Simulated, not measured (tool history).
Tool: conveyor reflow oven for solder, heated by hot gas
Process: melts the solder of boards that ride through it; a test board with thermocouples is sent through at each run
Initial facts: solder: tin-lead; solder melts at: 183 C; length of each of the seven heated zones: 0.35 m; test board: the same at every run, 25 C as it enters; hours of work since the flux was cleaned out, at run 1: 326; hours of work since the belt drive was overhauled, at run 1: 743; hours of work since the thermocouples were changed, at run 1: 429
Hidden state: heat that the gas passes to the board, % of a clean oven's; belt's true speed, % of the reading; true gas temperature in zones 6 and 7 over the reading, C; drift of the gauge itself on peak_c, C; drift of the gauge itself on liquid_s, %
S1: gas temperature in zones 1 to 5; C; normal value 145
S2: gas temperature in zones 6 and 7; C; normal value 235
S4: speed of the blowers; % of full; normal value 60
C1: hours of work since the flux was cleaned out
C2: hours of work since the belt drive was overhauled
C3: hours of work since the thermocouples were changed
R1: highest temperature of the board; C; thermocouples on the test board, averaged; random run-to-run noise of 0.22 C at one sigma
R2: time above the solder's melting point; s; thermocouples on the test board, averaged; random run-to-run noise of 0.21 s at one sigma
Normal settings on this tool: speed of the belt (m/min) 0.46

{"run": 1, "hour": 0.0, "S1": 145, "S2": 235, "speed of the belt (m/min)": 0.46, "S4": 60, "C1": 326, "C2": 743, "C3": 429, "R1": 215.4, "R2": 70.4}
{"hour": 20.0, "done": "belt drive overhauled, speed set with a stopwatch"}
{"hour": 49.1, "done": "flux residue cleaned out of gas plates and filters"}
{"run": 2, "hour": 59.4, "S1": 145, "S2": 235, "speed of the belt (m/min)": 0.46, "S4": 60, "C1": 7, "C2": 25, "C3": 465, "R1": 213.7, "R2": 67.1}
{"run": 3, "hour": 117.4, "S1": 145, "S2": 235, "speed of the belt (m/min)": 0.46, "S4": 60, "C1": 50, "C2": 67, "C3": 508, "R1": 213.3, "R2": 66.7}
{"run": 4, "hour": 149.2, "S1": 145, "S2": 235, "speed of the belt (m/min)": 0.46, "S4": 60, "C1": 73, "C2": 90, "C3": 531, "R1": 213.3, "R2": 66.1}
{"run": 5, "hour": 177.8, "S1": 145, "S2": 235, "speed of the belt (m/min)": 0.46, "S4": 60, "C1": 94, "C2": 111, "C3": 551, "R1": 212.7, "R2": 65.9}
{"run": 6, "hour": 238.5, "S1": 145, "S2": 235, "speed of the belt (m/min)": 0.46, "S4": 60, "C1": 138, "C2": 155, "C3": 596, "R1": 212.7, "R2": 65.6}
{"hour": 292.0, "done": "flux residue cleaned out of gas plates and filters, once more"}
{"run": 7, "hour": 292.0, "S1": 145, "S2": 235, "speed of the belt (m/min)": 0.46, "S4": 60, "C1": 0, "C2": 191, "C3": 631, "R1": 218.4, "R2": 72.6}
{"run": 8, "hour": 354.6, "S1": 145, "S2": 235, "speed of the belt (m/min)": 0.46, "S4": 60, "C1": 46, "C2": 236, "C3": 676, "R1": 217.8, "R2": 72.2}
{"run": 9, "hour": 422.2, "S1": 145, "S2": 235, "speed of the belt (m/min)": 0.416, "S4": 60, "C1": 95, "C2": 285, "C3": 726, "R1": 219.9, "R2": 82.3}
{"run": 10, "hour": 453.5, "S1": 145, "S2": 235, "speed of the belt (m/min)": 0.416, "S4": 60, "C1": 118, "C2": 308, "C3": 748, "R1": 220.2, "R2": 82.3}
{"run": 11, "hour": 496.7, "S1": 145, "S2": 235, "speed of the belt (m/min)": 0.416, "S4": 60, "C1": 149, "C2": 340, "C3": 780, "R1": 219.6, "R2": 82.3}
{"run": 12, "hour": 550.0, "S1": 145, "S2": 235, "speed of the belt (m/min)": 0.416, "S4": 60, "C1": 188, "C2": 378, "C3": 819, "R1": 219.7, "R2": 81.7}
{"run": 13, "hour": 613.6, "S1": 145, "S2": 235, "speed of the belt (m/min)": 0.416, "S4": 60, "C1": 234, "C2": 425, "C3": 865, "R1": 218.8, "R2": 81.4}
{"run": 14, "hour": 665.3, "S1": 145, "S2": 234, "speed of the belt (m/min)": 0.46, "S4": 60, "C1": 272, "C2": 462, "C3": 903, "R1": 215.2, "R2": 68.5}
{"run": 15, "hour": 729.2, "S1": 145, "S2": 235, "speed of the belt (m/min)": 0.46, "S4": 60, "C1": 318, "C2": 509, "C3": 949, "R1": 215, "R2": 68.8}
{"hour": 786.2, "done": "flux residue cleaned out of gas plates and filters"}
{"run": 16, "hour": 786.2, "S1": 145, "S2": 233, "speed of the belt (m/min)": 0.46, "S4": 55, "C1": 0, "C2": 547, "C3": 987, "R1": 214.7, "R2": 69.4}
{"run": 17, "hour": 826.6, "S1": 145, "S2": 233, "speed of the belt (m/min)": 0.46, "S4": 55, "C1": 29, "C2": 576, "C3": 1016, "R1": 214.4, "R2": 69.2}
{"run": 18, "hour": 856.5, "S1": 145, "S2": 247, "speed of the belt (m/min)": 0.46, "S4": 81, "C1": 51, "C2": 598, "C3": 1038, "R1": 230.8, "R2": 81.9}
{"run": 19, "hour": 903.3, "S1": 142, "S2": 239, "speed of the belt (m/min)": 0.478, "S4": 60, "C1": 85, "C2": 632, "C3": 1072, "R1": 218.4, "R2": 68.4}
{"hour": 911.2, "done": "thermocouples of zones 6 and 7 changed"}
{"run": 20, "hour": 949.6, "S1": 145, "S2": 235, "speed of the belt (m/min)": 0.457, "S4": 60, "C1": 117, "C2": 664, "C3": 28, "R1": 218.5, "R2": 73.5}
{"run": 21, "hour": 1010.3, "S1": 145, "S2": 235, "speed of the belt (m/min)": 0.462, "S4": 52, "C1": 162, "C2": 708, "C3": 72, "R1": 215.7, "R2": 70}
{"run": 22, "hour": 1065.0, "S1": 145, "S2": 235, "speed of the belt (m/min)": 0.462, "S4": 52, "C1": 201, "C2": 748, "C3": 112, "R1": 215.7, "R2": 69.6}
{"hour": 1072.8, "done": "belt drive overhauled, speed set with a stopwatch"}
{"run": 23, "hour": 1126.6, "S1": 155, "S2": 235, "speed of the belt (m/min)": 0.479, "S4": 52, "C1": 243, "C2": 39, "C3": 154, "R1": 216, "R2": 71.5}
{"run": 24, "hour": 1161.6, "S1": 145, "S2": 247, "speed of the belt (m/min)": 0.529, "S4": 60, "C1": 269, "C2": 65, "C3": 179, "R1": 220.7, "R2": 63.6}
{"run": 25, "hour": 1197.4, "S1": 149, "S2": 235, "speed of the belt (m/min)": 0.457, "S4": 60, "C1": 295, "C2": 91, "C3": 205, "R1": 217.1, "R2": 73}
{"run": 26, "hour": 1249.6, "S1": 158, "S2": 235, "speed of the belt (m/min)": 0.457, "S4": 72, "C1": 333, "C2": 129, "C3": 243, "R1": 219.7, "R2": 81.5}
{"hour": 1285.3, "done": "flux residue cleaned out of gas plates and filters"}
{"run": 27, "hour": 1316.9, "S1": 156, "S2": 241, "speed of the belt (m/min)": 0.433, "S4": 60, "C1": 23, "C2": 174, "C3": 289, "R1": 226.9, "R2": 90}
{"run": 28, "hour": 1376.6, "S1": 139, "S2": 239, "speed of the belt (m/min)": 0.433, "S4": 60, "C1": 66, "C2": 217, "C3": 332, "R1": 222.3, "R2": 78}
{"run": 29, "hour": 1435.2, "S1": 139, "S2": 239, "speed of the belt (m/min)": 0.433, "S4": 60, "C1": 109, "C2": 260, "C3": 375, "R1": 221.4, "R2": 77.9}
{"run": 30, "hour": 1469.8, "S1": 139, "S2": 239, "speed of the belt (m/min)": 0.433, "S4": 60, "C1": 134, "C2": 285, "C3": 400, "R1": 221.5, "R2": 77.2}

Same runs, no hidden state in the tool, same run-to-run variation:
run=1 R1=218.8 R2=73.4
run=2 R1=219 R2=73.1
run=3 R1=219.1 R2=73.2
run=4 R1=219.4 R2=73
run=5 R1=219 R2=73.1
run=6 R1=219.4 R2=73.3
run=7 R1=219.5 R2=73.4
run=8 R1=219.5 R2=73.4
run=9 R1=222 R2=83.8
run=10 R1=222.5 R2=84.1
run=11 R1=222.2 R2=84.3
run=12 R1=222.7 R2=84.1
run=13 R1=222.2 R2=84.3
run=14 R1=219.1 R2=72.2
run=15 R1=219.4 R2=72.8
run=16 R1=216.5 R2=70.5
run=17 R1=216.4 R2=70.5
run=18 R1=233.3 R2=82.6
run=19 R1=221.1 R2=70.1
run=20 R1=219.6 R2=73.9
run=21 R1=217.3 R2=71
run=22 R1=217.7 R2=71
run=23 R1=218.6 R2=74.3
run=24 R1=224.5 R2=66.7
run=25 R1=220.4 R2=76.3
run=26 R1=223.3 R2=84.3
run=27 R1=227.9 R2=90.5
run=28 R1=223.9 R2=79.1
run=29 R1=223.4 R2=79.4
run=30 R1=223.7 R2=79

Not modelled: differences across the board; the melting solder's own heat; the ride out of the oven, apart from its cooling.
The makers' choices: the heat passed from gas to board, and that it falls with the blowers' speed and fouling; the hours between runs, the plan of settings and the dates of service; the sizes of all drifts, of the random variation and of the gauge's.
